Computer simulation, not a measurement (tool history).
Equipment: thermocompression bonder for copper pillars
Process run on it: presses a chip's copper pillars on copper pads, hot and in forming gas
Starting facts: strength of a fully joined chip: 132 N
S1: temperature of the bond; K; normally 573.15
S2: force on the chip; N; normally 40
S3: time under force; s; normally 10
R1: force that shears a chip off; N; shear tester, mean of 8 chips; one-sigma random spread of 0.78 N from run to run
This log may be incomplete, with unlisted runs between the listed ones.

run   hour      S1  S2  S3    R1
  1    0.0  573.15  40  10  52.3
  2   11.3  573.15  40  10  51.7
  3   19.9  573.15  40  10  50.9
  4   27.7  573.15  40  10  52.1
  5   39.0  573.15  40  10  51.1
  6   46.1  573.15  40  10  49.8
  7   51.1  573.15  40  10  49.5
  8   60.7  573.15  40  11  52.9
  9   67.7  571.15  40  10  48.1
 10   73.4  571.15  40  10  48.2
 11   79.8  573.15  30  10  39.3
 12   92.0  573.15  30  10  40.5
      94.0  -- force cell calibrated
 13  105.8  573.15  40  27  67.7
 14  114.5  573.15  40   7  42.2
 15  123.7  573.15  40   7  41.3
     127.1  -- forming gas filter changed
 16  130.5  573.15  40   7  46.0
 17  136.9  573.15  40  10  53.1
 18  143.5  573.15  40  10  53.0
 19  153.7  573.15  40  10  53.7
     161.9  -- force cell calibrated, once more
 20  162.7  585.15  33   6  46.0
 21  172.2  562.15  32  26  55.5
 22  178.5  549.15  31  14  35.8
 23  189.9  573.15  40   7  46.7
 24  195.5  573.15  40   7  46.0
 25  202.1  573.15  40  20  68.2
 26  210.8  573.15  24  28  52.5
 27  218.5  573.15  32  10  44.9
 28  224.6  573.15  32  10  44.8
 29  230.9  548.15  41  27  55.4
 30  242.7  552.15  53   6  38.0

What will run 31 give?
 31  253.7  552.15  53   6   ?

R1: 38.7 N
Take away the tool's hidden state, keep the run-to-run variation as it was, and the same run would have given R1 46.4 N.

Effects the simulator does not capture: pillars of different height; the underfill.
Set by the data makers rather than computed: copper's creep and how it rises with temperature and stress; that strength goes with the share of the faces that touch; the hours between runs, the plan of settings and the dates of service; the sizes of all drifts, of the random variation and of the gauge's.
